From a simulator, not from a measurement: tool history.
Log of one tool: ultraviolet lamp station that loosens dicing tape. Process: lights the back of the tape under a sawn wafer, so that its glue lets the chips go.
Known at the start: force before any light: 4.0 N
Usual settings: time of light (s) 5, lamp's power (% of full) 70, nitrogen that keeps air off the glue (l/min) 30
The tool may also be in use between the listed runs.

run   hour  time of light (s)  lamp's power (% of full)  nitrogen that keeps air off the glue (l/min)  force that peels the tape off (N)  light that reached the tape (mJ/cm²)
  1      0                  5                        70                                            30                               0.84                                   114
  2   33.6                  5                        70                                            30                              0.866                                   113
  3   63.9                  5                        96                                            30                              0.512                                   157
  4   78.5                  5                        82                                            30                              0.671                                   132
  5   97.4                  5                        82                                            30                              0.696                                   130
  6  113.9                  5                        70                                            30                              0.919                                   107
  7  129.2                  5                        70                                            30                              0.902                                   106
     143.5  -- window cleaned of glue's vapour
  8  161.2                  5                        70                                            30                              0.781                                   123
  9  179.7                  5                        70                                            40                              0.728                                   120
 10  195.6                  4                        70                                             9                              1.681                                    90
 11  219.8                  4                        70                                             9                              1.658                                    94
 12  238.6                  7                        60                                            13                              0.958                                   137
 13  274.4                  7                        92                                            12                              0.508                                   208
 14  309.2                  4                        84                                            13                              1.309                                   104
 15  342.9                  3                        87                                            30                              1.297                                    82

The next listed run, before its measurement:
 16  366.5                  5                        70                                            27                                  ?                                     ?

{"run 16": {"force that peels the tape off (N)": 0.975, "light that reached the tape (mJ/cm²)": 106}}
Without the tool's hidden state the same run would have given force that peels the tape off (N) 0.427, light that reached the tape (mJ/cm²) 172.
